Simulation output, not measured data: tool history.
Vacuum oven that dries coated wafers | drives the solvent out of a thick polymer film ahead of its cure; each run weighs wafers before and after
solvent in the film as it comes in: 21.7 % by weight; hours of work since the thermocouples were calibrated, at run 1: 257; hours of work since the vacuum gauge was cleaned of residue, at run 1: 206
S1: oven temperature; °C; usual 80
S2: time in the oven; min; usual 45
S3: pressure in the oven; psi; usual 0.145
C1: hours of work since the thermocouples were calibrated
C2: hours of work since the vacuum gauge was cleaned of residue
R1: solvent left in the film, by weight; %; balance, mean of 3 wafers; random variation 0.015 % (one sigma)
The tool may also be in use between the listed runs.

run   hour  S1  S2     S3   C1   C2    R1
  1      0  80  45  0.145  257  206  1.36
  2   12.6  80  45  0.145  262  211  1.39
  3   26.3  80  45  0.145  268  217  1.37
  4   40.6  80  45  0.145  274  223  1.36
  5   55.5  68  45  0.145  281  230  4.51
  6   66.3  68  45  0.145  285  235   4.5
  7   82.7  68  45  0.145  293  242  4.47
  8   90.7  80  45  0.415  296  245  1.97
  9  105.7  80  45  0.145  302  252  1.39
 10  123.3  80  45  0.145  310  259  1.36
 11  132.1  80  45  0.145  314  263  1.37
 12  143.9  78  45  0.145  319  268  1.73
 13  154.5  84  45  0.145  324  273  0.84
 14    169  80  45  0.145  330  279  1.39
 15  183.7  80  45  0.145  336  285  1.37
 16  197.5  80  45  0.145  342  291  1.39
 17  208.2  80  45  0.145  347  296  1.36
 18  220.6  80  45  0.145  352  301  1.34
 19  228.6  69  45  0.218  356  305  4.35
 20  241.9  80  24  0.154  361  311  4.17
 21  255.1  80  23  0.241  367  316  4.56
 22    271  80  23  0.241  374  323  4.57
 23  279.1  80  73  0.278  377  327   0.8
     281.3  -- vacuum gauge cleaned of residue and calibrated
 24  292.8  89  68  0.145  383    5  0.28
 25  309.1  84  80  0.078  390   12  0.22
 26  316.3  67  66   0.35  393   15  3.54
 27  323.7  67  66   0.35  396   18  3.52
 28  331.8  77  79  0.139  400   22  0.63
 29  344.9  77  62  0.144  405   27     1
 30  358.6  77  62  0.144  411   33  1.02
     363.3  -- vacuum gauge cleaned of residue and calibrated, once more
 31  368.5  77  62  0.144  415    2  0.98
 32  382.1  74  44  0.205  421    8   2.8
 33  390.3  74  44  0.205  424   12   2.8
 34  407.3  83  27  0.326  432   19  2.95
 35  416.5  72  35  0.099  436   23  4.36
 36  432.3  72  30  0.096  442   30  5.27

3 ways to go on from here, each from the tool as it stands after run 36. What would each give?
  A  445.5  67  30  0.425  448  36   ?
  B  445.5  74  63  0.215  448  36   ?
  C  445.5  85  26  0.145  448  36   ?

run    R1
  A  7.92
  B  1.53
  C  2.28
Without the tool's hidden state the same runs would have given:
run    R1
  A  8.35
  B  1.73
  C  2.54
